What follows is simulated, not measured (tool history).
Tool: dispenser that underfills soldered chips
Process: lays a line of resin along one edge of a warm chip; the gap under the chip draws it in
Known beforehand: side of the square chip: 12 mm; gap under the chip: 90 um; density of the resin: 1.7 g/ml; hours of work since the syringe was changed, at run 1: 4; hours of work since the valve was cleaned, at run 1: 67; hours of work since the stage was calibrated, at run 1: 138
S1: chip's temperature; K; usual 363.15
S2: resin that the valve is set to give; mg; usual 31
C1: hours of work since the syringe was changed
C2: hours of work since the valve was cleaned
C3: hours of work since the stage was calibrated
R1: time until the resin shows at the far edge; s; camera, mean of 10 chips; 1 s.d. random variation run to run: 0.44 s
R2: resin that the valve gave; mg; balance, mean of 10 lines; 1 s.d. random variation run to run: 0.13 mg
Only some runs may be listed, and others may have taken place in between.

run 1 hour=0 | S1=363.15 S2=31 | C1=4 C2=67 C3=138 | R1=44 R2=29.06
run 2 hour=2.5 | S1=363.15 S2=31 | C1=6 C2=69 C3=139 | R1=50.5 R2=29.02
-- hour=6.4 new syringe of resin
run 3 hour=7.1 | S1=363.15 S2=31 | C1=0 C2=72 C3=142 | R1=33.7 R2=28.81
run 4 hour=10.6 | S1=363.15 S2=27.6 | C1=3 C2=74 C3=145 | R1=40.5 R2=25.9
run 5 hour=14 | S1=363.15 S2=31 | C1=5 C2=77 C3=147 | R1=46.9 R2=28.77
run 6 hour=17.5 | S1=364.15 S2=34.1 | C1=8 C2=79 C3=149 | R1=53.8 R2=31.57
-- hour=19.4 new syringe of resin
run 7 hour=21.2 | S1=349.15 S2=32.5 | C1=1 C2=81 C3=152 | R1=55.4 R2=30.01
run 8 hour=23.6 | S1=363.15 S2=33.7 | C1=3 C2=83 C3=153 | R1=39.3 R2=31.42
run 9 hour=27.6 | S1=363.15 S2=33.7 | C1=6 C2=86 C3=156 | R1=47.3 R2=31.21
run 10 hour=30.4 | S1=363.15 S2=33.7 | C1=7 C2=88 C3=158 | R1=53.5 R2=31.1

Branching from run 10: 5 alternative next runs. What would each branch give?
-- hour=32.2 new syringe of resin
run A hour=36.4 | S1=374.15 S2=35.4 | C1=3 C2=91 C3=162 | R1=? R2=?
-- hour=32.2 new syringe of resin
run B hour=36.4 | S1=363.15 S2=29.9 | C1=3 C2=91 C3=162 | R1=? R2=?
-- hour=32.2 new syringe of resin
run C hour=36.4 | S1=377.15 S2=31.7 | C1=3 C2=91 C3=162 | R1=? R2=?
-- hour=32.2 new syringe of resin
run D hour=36.4 | S1=352.15 S2=29.9 | C1=3 C2=91 C3=162 | R1=? R2=?
-- hour=32.2 new syringe of resin
run E hour=36.4 | S1=358.15 S2=32.9 | C1=3 C2=91 C3=162 | R1=? R2=?

run=A R1=26.7 R2=32.49
run=B R1=41.3 R2=27.52
run=C R1=26.3 R2=29.08
run=D R1=57.8 R2=27.46
run=E R1=45 R2=30.13
Take away the tool's hidden state, keep each run's random variation, and the runs would have read:
run=A R1=21.8 R2=35.44
run=B R1=33.5 R2=30.02
run=C R1=21.4 R2=31.73
run=D R1=46.8 R2=29.95
run=E R1=36.6 R2=32.87
